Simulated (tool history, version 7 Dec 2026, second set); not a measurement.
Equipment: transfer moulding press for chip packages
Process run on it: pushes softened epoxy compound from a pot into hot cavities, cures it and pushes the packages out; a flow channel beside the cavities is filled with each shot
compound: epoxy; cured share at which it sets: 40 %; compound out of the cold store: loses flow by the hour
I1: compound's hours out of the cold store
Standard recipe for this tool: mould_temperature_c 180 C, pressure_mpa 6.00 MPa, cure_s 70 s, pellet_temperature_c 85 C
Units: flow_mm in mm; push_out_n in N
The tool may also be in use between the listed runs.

run 1 hour=0.0 | mould_temperature_c=180 pressure_mpa=6.00 cure_s=70 pellet_temperature_c=85 | I1=29.7 | flow_mm=594 push_out_n=276
-- hour=35.5 cavities cleaned with cleaning compound and waxed
run 2 hour=60.9 | mould_temperature_c=180 pressure_mpa=6.00 cure_s=105 pellet_temperature_c=85 | I1=29.1 | flow_mm=599 push_out_n=182
run 3 hour=109.0 | mould_temperature_c=180 pressure_mpa=6.00 cure_s=105 pellet_temperature_c=85 | I1=13.8 | flow_mm=634 push_out_n=181
-- hour=114.2 cavities cleaned with cleaning compound and waxed
-- hour=142.5 plunger's sealing rings changed
run 4 hour=165.5 | mould_temperature_c=180 pressure_mpa=6.00 cure_s=105 pellet_temperature_c=85 | I1=31.3 | flow_mm=592 push_out_n=182
-- hour=196.1 cavities cleaned with cleaning compound and waxed
run 5 hour=199.6 | mould_temperature_c=174 pressure_mpa=6.00 cure_s=70 pellet_temperature_c=85 | I1=24.9 | flow_mm=611 push_out_n=394
-- hour=232.2 mould's thermocouples calibrated
run 6 hour=247.7 | mould_temperature_c=180 pressure_mpa=6.00 cure_s=70 pellet_temperature_c=85 | I1=32.8 | flow_mm=589 push_out_n=274
-- hour=276.9 cavities cleaned with cleaning compound and waxed
run 7 hour=286.4 | mould_temperature_c=180 pressure_mpa=6.00 cure_s=70 pellet_temperature_c=85 | I1=40.1 | flow_mm=575 push_out_n=256
run 8 hour=327.5 | mould_temperature_c=180 pressure_mpa=6.00 cure_s=70 pellet_temperature_c=85 | I1=35.4 | flow_mm=587 push_out_n=271
-- hour=356.4 cavities cleaned with cleaning compound and waxed
run 9 hour=380.2 | mould_temperature_c=180 pressure_mpa=6.00 cure_s=70 pellet_temperature_c=85 | I1=34.7 | flow_mm=588 push_out_n=281
-- hour=436.4 cavities cleaned with cleaning compound and waxed
run 10 hour=443.6 | mould_temperature_c=180 pressure_mpa=6.00 cure_s=70 pellet_temperature_c=85 | I1=46.6 | flow_mm=561 push_out_n=260
run 11 hour=481.6 | mould_temperature_c=180 pressure_mpa=6.00 cure_s=70 pellet_temperature_c=85 | I1=38.3 | flow_mm=579 push_out_n=253
-- hour=515.6 cavities cleaned with cleaning compound and waxed
run 12 hour=519.9 | mould_temperature_c=180 pressure_mpa=6.00 cure_s=70 pellet_temperature_c=85 | I1=37.4 | flow_mm=576 push_out_n=259
-- hour=550.4 plunger's sealing rings changed
run 13 hour=565.9 | mould_temperature_c=180 pressure_mpa=6.00 cure_s=70 pellet_temperature_c=85 | I1=43.0 | flow_mm=567 push_out_n=264
-- hour=599.7 cavities cleaned with cleaning compound and waxed
run 14 hour=617.3 | mould_temperature_c=180 pressure_mpa=6.00 cure_s=64 pellet_temperature_c=93 | I1=13.3 | flow_mm=635 push_out_n=348
run 15 hour=661.4 | mould_temperature_c=180 pressure_mpa=6.00 cure_s=64 pellet_temperature_c=93 | I1=39.6 | flow_mm=574 push_out_n=313

For run 16, what comes out?
-- hour=682.1 cavities cleaned with cleaning compound and waxed
run 16 hour=716.9 | mould_temperature_c=188 pressure_mpa=5.75 cure_s=73 pellet_temperature_c=80 | I1=42.7 | flow_mm=? push_out_n=?

flow_mm: 553 mm
push_out_n: 201 N
If the tool had no hidden condition, the same run with the same run-to-run variation would have returned flow_mm 553 mm, push_out_n 200 N.

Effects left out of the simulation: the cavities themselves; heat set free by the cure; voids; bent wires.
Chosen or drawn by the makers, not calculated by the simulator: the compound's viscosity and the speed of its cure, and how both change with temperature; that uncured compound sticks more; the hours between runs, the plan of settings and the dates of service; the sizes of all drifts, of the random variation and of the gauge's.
